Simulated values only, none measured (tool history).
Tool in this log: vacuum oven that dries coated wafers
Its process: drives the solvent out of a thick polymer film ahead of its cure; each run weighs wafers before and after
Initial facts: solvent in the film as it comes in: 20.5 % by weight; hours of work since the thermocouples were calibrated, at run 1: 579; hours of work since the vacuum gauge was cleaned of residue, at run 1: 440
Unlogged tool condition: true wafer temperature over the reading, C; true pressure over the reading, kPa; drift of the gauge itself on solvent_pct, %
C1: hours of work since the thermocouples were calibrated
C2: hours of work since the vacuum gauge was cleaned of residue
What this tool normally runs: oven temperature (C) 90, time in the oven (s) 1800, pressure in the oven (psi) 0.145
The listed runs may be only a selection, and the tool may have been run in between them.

Run 1, hour 0.0: usual settings; C1 579; C2 440. Result: solvent left in the film (%) 1.51.
Run 2, hour 15.3: usual settings; C1 588; C2 449. Result: solvent left in the film (%) 1.50.
Run 3, hour 36.2: usual settings; C1 600; C2 462. Result: solvent left in the film (%) 1.51.
Run 4, hour 57.3: usual settings but oven temperature (C) 83; C1 613; C2 474. Result: solvent left in the film (%) 2.82.
Run 5, hour 78.2: usual settings but pressure in the oven (psi) 0.307; C1 625; C2 487. Result: solvent left in the film (%) 2.38.
Run 6, hour 113.7: usual settings but pressure in the oven (psi) 0.307; C1 646; C2 508. Result: solvent left in the film (%) 2.40.
Run 7, hour 139.6: usual settings but oven temperature (C) 94; C1 661; C2 523. Result: solvent left in the film (%) 1.01.
Run 8, hour 167.0: usual settings but oven temperature (C) 94, pressure in the oven (psi) 0.322; C1 678; C2 539. Result: solvent left in the film (%) 1.91.
Run 9, hour 183.8: usual settings but oven temperature (C) 94, pressure in the oven (psi) 0.322; C1 688; C2 549. Result: solvent left in the film (%) 1.88.
At hour 201.3: oven's thermocouples calibrated.
Run 10, hour 210.3: usual settings but oven temperature (C) 94, pressure in the oven (psi) 0.322; C1 5; C2 564. Result: solvent left in the film (%) 1.91.
Run 11, hour 231.6: usual settings; C1 18; C2 576. Result: solvent left in the film (%) 1.53.
Run 12, hour 246.5: usual settings but pressure in the oven (psi) 0.213; C1 27; C2 585. Result: solvent left in the film (%) 1.93.
Run 13, hour 267.6: usual settings; C1 39; C2 598. Result: solvent left in the film (%) 1.57.
Run 14, hour 302.4: usual settings; C1 60; C2 618. Result: solvent left in the film (%) 1.54.
Run 15, hour 330.6: usual settings but pressure in the oven (psi) 0.096; C1 77; C2 635. Result: solvent left in the film (%) 1.28.
Run 16, hour 353.9: usual settings but time in the oven (s) 2160; C1 90; C2 649. Result: solvent left in the film (%) 1.18.
Run 17, hour 368.3: usual settings but time in the oven (s) 2160; C1 99; C2 658. Result: solvent left in the film (%) 1.20.
Run 18, hour 392.4: usual settings but oven temperature (C) 96, time in the oven (s) 1560, pressure in the oven (psi) 0.090; C1 113; C2 672. Result: solvent left in the film (%) 0.86.
Run 19, hour 407.6: usual settings but oven temperature (C) 96, time in the oven (s) 1560, pressure in the oven (psi) 0.090; C1 122; C2 681. Result: solvent left in the film (%) 0.82.
Run 20, hour 427.8: usual settings but oven temperature (C) 96, time in the oven (s) 1560, pressure in the oven (psi) 0.090; C1 134; C2 693. Result: solvent left in the film (%) 0.83.
Run 21, hour 458.9: usual settings but oven temperature (C) 95, time in the oven (s) 1680, pressure in the oven (psi) 0.315; C1 153; C2 711. Result: solvent left in the film (%) 1.85.
Run 22, hour 483.2: usual settings but oven temperature (C) 81, time in the oven (s) 1620, pressure in the oven (psi) 0.109; C1 167; C2 726. Result: solvent left in the film (%) 3.57.
Run 23, hour 498.3: usual settings but oven temperature (C) 82, time in the oven (s) 3060, pressure in the oven (psi) 0.567; C1 176; C2 735. Result: solvent left in the film (%) 4.77.
Run 24, hour 517.4: usual settings but oven temperature (C) 82, time in the oven (s) 3060, pressure in the oven (psi) 0.249; C1 187; C2 746. Result: solvent left in the film (%) 2.38.
Run 25, hour 539.1: usual settings but oven temperature (C) 82, time in the oven (s) 3060, pressure in the oven (psi) 0.249; C1 200; C2 759. Result: solvent left in the film (%) 2.39.
Run 26, hour 570.4: usual settings but oven temperature (C) 82, time in the oven (s) 3060, pressure in the oven (psi) 0.249; C1 219; C2 777. Result: solvent left in the film (%) 2.37.
Run 27, hour 594.1: usual settings but time in the oven (s) 1260; C1 233; C2 791. Result: solvent left in the film (%) 2.65.
Run 28, hour 629.0: usual settings but time in the oven (s) 1260; C1 254; C2 812. Result: solvent left in the film (%) 2.64.
Run 29, hour 653.4: usual settings but time in the oven (s) 2520; C1 268; C2 827. Result: solvent left in the film (%) 1.06.
Run 30, hour 667.7: usual settings but time in the oven (s) 960, pressure in the oven (psi) 0.146; C1 277; C2 835. Result: solvent left in the film (%) 3.86.
Run 31, hour 692.6: usual settings but time in the oven (s) 960, pressure in the oven (psi) 0.146; C1 291; C2 850. Result: solvent left in the film (%) 3.84.
Run 32, hour 727.2: usual settings but oven temperature (C) 96, time in the oven (s) 960, pressure in the oven (psi) 0.210; C1 312; C2 870. Result: solvent left in the film (%) 2.64.

What differs in the tool's unlogged condition from the final listed run ahead of each entry between runs to the first listed run following it?
Logged between run 9 and run 10: oven's thermocouples calibrated (hour 201.3)
  true wafer temperature over the reading, C: 0.08 -> -0.02

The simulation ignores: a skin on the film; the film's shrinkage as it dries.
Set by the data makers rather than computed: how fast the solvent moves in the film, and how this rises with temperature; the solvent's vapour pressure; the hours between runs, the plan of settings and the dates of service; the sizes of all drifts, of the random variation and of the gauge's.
